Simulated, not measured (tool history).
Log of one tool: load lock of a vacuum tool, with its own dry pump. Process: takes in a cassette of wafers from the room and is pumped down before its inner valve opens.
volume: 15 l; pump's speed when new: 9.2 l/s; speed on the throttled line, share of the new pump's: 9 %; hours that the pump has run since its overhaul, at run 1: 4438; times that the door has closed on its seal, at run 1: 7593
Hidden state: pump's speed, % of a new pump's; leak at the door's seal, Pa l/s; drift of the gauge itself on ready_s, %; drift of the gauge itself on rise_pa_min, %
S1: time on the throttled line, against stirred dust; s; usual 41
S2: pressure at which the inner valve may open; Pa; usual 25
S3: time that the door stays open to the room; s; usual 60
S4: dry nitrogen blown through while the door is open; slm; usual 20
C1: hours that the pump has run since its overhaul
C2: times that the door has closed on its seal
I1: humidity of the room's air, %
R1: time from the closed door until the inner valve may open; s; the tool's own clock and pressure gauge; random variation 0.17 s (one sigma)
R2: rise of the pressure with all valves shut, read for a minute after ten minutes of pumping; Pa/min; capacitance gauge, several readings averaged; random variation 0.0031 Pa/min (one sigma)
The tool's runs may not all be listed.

run    hour  S1  S2  S3  S4    C1     C2    I1    R1     R2
  1       0  41  25  60  20  4438   7593    46  50.7  0.072
  2   128.4  31  25  60  20  4567   8088  47.5    42  0.076
  3   218.8  31  25  60  20  4657   8437  46.3  41.7  0.068
  4   339.2  58  25  60  20  4777   8902    44    66  0.074
  5   441.1  58  25  60  20  4879   9295  44.4  66.1  0.075
  6   570.9  58  25  60  20  5009   9796    46  66.5  0.072
  7     707  58  25  60  20  5145  10321  40.8  66.5  0.062
  8   771.7  41  25  60   7  5210  10571  45.2  50.7  0.098
  9   844.2  41  25  60   7  5282  10850  46.3  51.3  0.096
 10   971.2  41  25  60   7  5409  11341  45.1  51.1  0.091
 11  1074.2  35  25  60   7  5512  11738  42.4  45.6  0.093
 12  1191.3  35  25  60   7  5629  12190  44.2  45.6  0.093
 13  1320.9  41  25  60  26  5759  12690  48.8    51  0.063
 14  1396.8  41  25  60  26  5835  12983  46.5    51   0.07
 15  1510.1  41  25  60  20  5948  13420  44.5  50.8  0.073
 16  1571.2  41  25  60  20  6009  13656  48.5  50.7  0.072
 17  1675.3  41  25  60  20  6113  14058  43.7  50.9  0.069
 18  1778.3  41  25  60  20  6216  14455  43.1  50.6  0.068
 19  1912.6  41  25  60  13  6351  14973  45.8  50.6  0.083
 20  1994.8  37  27  60  20  6433  15291  42.5  47.2  0.076
 21  2081.9  37  27  60  20  6520  15627  41.2  47.3  0.063
 22  2175.4  37  24  60  20  6614  15988    46  47.4  0.069
 23  2236.5  37  24  60  20  6675  16223  45.1  47.2  0.071
 24  2336.4  41  20  88  20  6775  16609  47.3  51.2  0.087

The next listed run, before its measurement:
 25  2399.8  23  26  75   4  6838  16854  42.8   ?   ?

{"run 25": {"R1": 34.3, "R2": 0.109}}
Without the tool's hidden state the same run would have given R1 34.3 s, R2 0.108 Pa/min.
